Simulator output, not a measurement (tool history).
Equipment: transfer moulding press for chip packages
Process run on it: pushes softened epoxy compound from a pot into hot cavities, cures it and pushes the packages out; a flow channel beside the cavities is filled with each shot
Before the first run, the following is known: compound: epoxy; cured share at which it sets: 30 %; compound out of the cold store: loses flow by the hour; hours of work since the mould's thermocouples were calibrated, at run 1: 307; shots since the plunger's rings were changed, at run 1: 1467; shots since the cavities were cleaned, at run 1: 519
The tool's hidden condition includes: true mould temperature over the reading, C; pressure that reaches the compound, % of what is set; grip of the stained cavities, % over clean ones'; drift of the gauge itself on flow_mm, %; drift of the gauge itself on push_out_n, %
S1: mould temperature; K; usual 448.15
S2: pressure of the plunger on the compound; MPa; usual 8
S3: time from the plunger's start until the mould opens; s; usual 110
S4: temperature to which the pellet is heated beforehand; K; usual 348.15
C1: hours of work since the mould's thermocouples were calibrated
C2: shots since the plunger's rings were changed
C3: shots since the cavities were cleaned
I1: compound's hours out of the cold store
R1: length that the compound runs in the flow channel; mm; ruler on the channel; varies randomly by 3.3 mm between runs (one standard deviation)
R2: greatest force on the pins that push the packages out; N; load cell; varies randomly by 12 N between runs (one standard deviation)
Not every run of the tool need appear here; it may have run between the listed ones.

| run | hour | S1 | S2 | S3 | S4 | C1 | C2 | C3 | I1 | R1 | R2 |
|---|---|---|---|---|---|---|---|---|---|---|---|
| 1 | 0 | 448.15 | 8 | 110 | 348.15 | 307 | 1467 | 519 | 10.2 | 867 | 1273 |
|  | 12.1 | cavities cleaned with cleaning compound and waxed |
| 2 | 17.2 | 448.15 | 8 | 110 | 348.15 | 318 | 1659 | 63 | 27.6 | 789 | 1645 |
| 3 | 31.6 | 448.15 | 8 | 110 | 348.15 | 328 | 1834 | 238 | 27.7 | 790 | 1522 |
| 4 | 48.3 | 448.15 | 8.2 | 110 | 348.15 | 340 | 2037 | 441 | 47.6 | 721 | 1467 |
| 5 | 58.5 | 448.15 | 8.2 | 110 | 348.15 | 347 | 2161 | 565 | 28.6 | 790 | 1406 |
|  | 66 | cavities cleaned with cleaning compound and waxed |
| 6 | 76.5 | 448.15 | 6.09 | 110 | 348.15 | 359 | 2361 | 128 | 11.9 | 742 | 892 |
| 7 | 88 | 448.15 | 8 | 123 | 348.15 | 367 | 2502 | 269 | 14.3 | 834 | 956 |
|  | 91 | cavities cleaned with cleaning compound and waxed, once more |
| 8 | 99.7 | 448.15 | 8 | 110 | 348.15 | 374 | 2626 | 106 | 20.6 | 812 | 794 |
|  | 117 | mould's thermocouples calibrated |
| 9 | 120.3 | 448.15 | 8 | 110 | 348.15 | 2 | 2852 | 332 | 32.6 | 759 | 1044 |
| 10 | 129.6 | 448.15 | 8 | 110 | 348.15 | 9 | 2965 | 445 | 16.3 | 830 | 1213 |
| 11 | 143.2 | 448.15 | 8 | 110 | 348.15 | 19 | 3131 | 611 | 12.8 | 843 | 1298 |
|  | 146.9 | cavities cleaned with cleaning compound and waxed |
| 12 | 164.2 | 448.15 | 8 | 110 | 348.15 | 32 | 3368 | 210 | 25.4 | 786 | 946 |
| 13 | 177.8 | 448.15 | 8 | 110 | 348.15 | 42 | 3534 | 376 | 33.5 | 746 | 1084 |
| 14 | 196.8 | 448.15 | 8 | 110 | 348.15 | 55 | 3765 | 607 | 42.7 | 707 | 1191 |

What does the tool deliver on the next run?
|  | 201.6 | cavities cleaned with cleaning compound and waxed |
| 15 | 208.4 | 448.15 | 8 | 109 | 348.15 | 63 | 3888 | 83 | 9.8 | ? | ? |

R1: 848 mm
R2: 821 N
Minus the tool's unlogged condition, the same run would have read R1 894 mm, R2 620 N.

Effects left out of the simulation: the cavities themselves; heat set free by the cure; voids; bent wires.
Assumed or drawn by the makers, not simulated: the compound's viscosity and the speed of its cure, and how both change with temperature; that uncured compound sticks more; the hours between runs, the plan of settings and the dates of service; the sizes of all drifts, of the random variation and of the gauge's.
